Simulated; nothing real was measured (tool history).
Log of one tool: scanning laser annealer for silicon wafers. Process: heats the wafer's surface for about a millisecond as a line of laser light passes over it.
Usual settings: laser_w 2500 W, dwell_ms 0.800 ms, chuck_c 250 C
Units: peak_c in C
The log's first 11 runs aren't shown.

Run 12, hour 501.7: usual settings. Result: peak_c 995 C.
Run 13, hour 545.8: usual settings. Result: peak_c 996 C.
At hour 557.4: window over the wafer cleaned.
Run 14, hour 586.6: usual settings. Result: peak_c 997 C.
Run 15, hour 627.0: usual settings. Result: peak_c 998 C.
Run 16, hour 681.3: usual settings. Result: peak_c 999 C.
Run 17, hour 735.1: usual settings but dwell_ms 0.562 ms, chuck_c 215 C. Result: peak_c 829 C.
Run 18, hour 793.5: usual settings but laser_w 2595 W, dwell_ms 0.562 ms, chuck_c 289 C. Result: peak_c 933 C.
Run 19, hour 845.7: usual settings but laser_w 2573 W, dwell_ms 0.863 ms, chuck_c 277 C. Result: peak_c 1081 C.
Run 20, hour 906.8: usual settings but laser_w 2382 W, dwell_ms 0.564 ms, chuck_c 260 C. Result: peak_c 845 C.
Run 21, hour 947.1: usual settings but laser_w 2725 W, dwell_ms 0.837 ms, chuck_c 255 C. Result: peak_c 1102 C.
Run 22, hour 987.6: usual settings but laser_w 2725 W, dwell_ms 0.837 ms, chuck_c 255 C. Result: peak_c 1101 C.
Run 23, hour 1036.1: usual settings but laser_w 2269 W, dwell_ms 0.679 ms, chuck_c 239 C. Result: peak_c 850 C.
Run 24, hour 1083.5: usual settings but chuck_c 281 C. Result: peak_c 1029 C.
Run 25, hour 1130.4: usual settings but laser_w 2456 W, chuck_c 233 C. Result: peak_c 967 C.
Run 26, hour 1169.9: usual settings but laser_w 2625 W, dwell_ms 0.807 ms, chuck_c 237 C. Result: peak_c 1030 C.
At hour 1181.6: window over the wafer cleaned.
Run 27, hour 1200.7: usual settings but laser_w 2221 W, dwell_ms 0.807 ms, chuck_c 242 C. Result: peak_c 893 C.
Run 28, hour 1229.3: usual settings but laser_w 2221 W, dwell_ms 0.807 ms, chuck_c 242 C. Result: peak_c 893 C.
Run 29, hour 1276.3: usual settings but laser_w 2177 W. Result: peak_c 881 C.
Run 30, hour 1337.4: usual settings but laser_w 2438 W, dwell_ms 0.696 ms, chuck_c 242 C. Result: peak_c 917 C.
Run 31, hour 1370.8: usual settings but laser_w 2735 W, dwell_ms 0.934 ms. Result: peak_c 1147 C.

5 ways to go on from here, each from the tool as it stands after run 31. What would each give?
Run A, hour 1415.7: usual settings but laser_w 2164 W, dwell_ms 0.641 ms. Result: peak_c ?.
Run B, hour 1415.7: usual settings but dwell_ms 0.769 ms. Result: peak_c ?.
Run C, hour 1415.7: usual settings but laser_w 2690 W, dwell_ms 0.875 ms, chuck_c 218 C. Result: peak_c ?.
Run D, hour 1415.7: usual settings but laser_w 2377 W, dwell_ms 0.839 ms, chuck_c 271 C. Result: peak_c ?.
Run E, hour 1415.7: usual settings but laser_w 2601 W, dwell_ms 0.903 ms, chuck_c 269 C. Result: peak_c ?.

run  peak_c
  A     808
  B     979
  C    1073
  D     992
  E    1103
Without the tool's hidden state the same runs would have given:
run  peak_c
  A     808
  B     979
  C    1073
  D     993
  E    1103
